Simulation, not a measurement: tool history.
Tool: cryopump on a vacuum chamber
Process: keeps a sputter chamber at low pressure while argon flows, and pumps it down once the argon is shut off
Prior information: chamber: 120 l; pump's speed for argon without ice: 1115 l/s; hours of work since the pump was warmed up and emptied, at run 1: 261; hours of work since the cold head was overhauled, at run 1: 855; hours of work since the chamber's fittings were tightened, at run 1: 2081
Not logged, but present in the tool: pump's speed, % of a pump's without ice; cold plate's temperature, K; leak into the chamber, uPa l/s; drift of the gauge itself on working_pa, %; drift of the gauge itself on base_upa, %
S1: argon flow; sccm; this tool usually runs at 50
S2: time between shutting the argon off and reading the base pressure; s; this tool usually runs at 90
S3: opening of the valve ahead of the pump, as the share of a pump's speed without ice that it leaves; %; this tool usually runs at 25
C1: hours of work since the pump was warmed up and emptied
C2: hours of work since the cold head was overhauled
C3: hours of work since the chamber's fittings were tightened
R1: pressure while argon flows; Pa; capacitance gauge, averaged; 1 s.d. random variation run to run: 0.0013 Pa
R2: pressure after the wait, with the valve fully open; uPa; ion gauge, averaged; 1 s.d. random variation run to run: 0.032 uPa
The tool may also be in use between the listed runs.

run	hour	S1	S2	S3	C1	C2	C3	R1	R2
1	0.0	50	90	25	261	855	2081	0.3118	4.17
2	26.7	50	90	25	281	874	2100	0.3114	4.18
3	77.6	50	90	25	318	912	2138	0.3146	4.22
4	113.2	50	90	25	345	938	2164	0.3136	4.43
5	161.5	50	41	25	380	973	2199	0.3138	6.10
6	187.2	50	28	25	399	992	2218	0.3158	7.54
7	219.7	50	28	25	423	1016	2242	0.3174	7.74
8	266.9	50	28	25	457	1050	2276	0.3190	7.91
# hour 274.1: leaking fittings of the chamber tightened, without venting
9	298.9	50	28	25	479	1072	18	0.3210	4.95
10	355.0	50	90	25	520	1113	59	0.3209	1.86
11	397.3	50	90	25	551	1144	90	0.3234	1.98
# hour 415.7: pump warmed up, emptied and cooled again
12	455.6	50	90	25	29	1184	129	0.3074	1.88
13	495.8	50	90	44	59	1213	159	0.1760	1.96
14	536.6	50	90	44	89	1243	189	0.1778	1.98
15	584.0	94	66	53	123	1278	224	0.2778	2.55
16	611.1	75	31	25	143	1298	243	0.4638	4.88
17	639.3	28	31	34	164	1318	264	0.1290	4.67
18	686.1	52	81	34	198	1353	298	0.2407	2.23
19	725.3	52	81	34	227	1381	327	0.2423	2.29
20	774.4	74	22	26	263	1417	363	0.4463	6.60
21	808.3	30	108	31	288	1442	388	0.1547	1.90
22	860.8	30	108	31	326	1481	427	0.1551	2.10
23	883.9	62	281	48	343	1498	443	0.2117	1.33
24	913.0	50	42	20	365	1519	465	0.3925	3.95
25	947.1	50	50	25	390	1544	490	0.3193	3.47
26	993.7	87	242	38	424	1578	524	0.3733	1.57
27	1024.5	27	113	28	446	1601	546	0.1560	2.20

Hidden state or all else? Some run-to-run changes of R1, split into what the settings, what came in and random variation would give without the hidden state, and what is left for the hidden state (with any gauge scatter that isn't in both results):
Run 11 -> 12: pump warmed up, emptied and cooled again. R1 -0.0160 Pa: hidden state -0.0168, all else +0.0008.
Run 16 -> 17: S1 75 -> 28, S3 25 -> 34. R1 -0.3348 Pa: hidden state -0.0053, all else -0.3295.
Run 20 -> 21: S1 74 -> 30, S2 22 -> 108, S3 26 -> 31. R1 -0.2916 Pa: hidden state -0.0084, all else -0.2832.
Run 26 -> 27: S1 87 -> 27, S2 242 -> 113, S3 38 -> 28. R1 -0.2173 Pa: hidden state -0.0193, all else -0.1980.
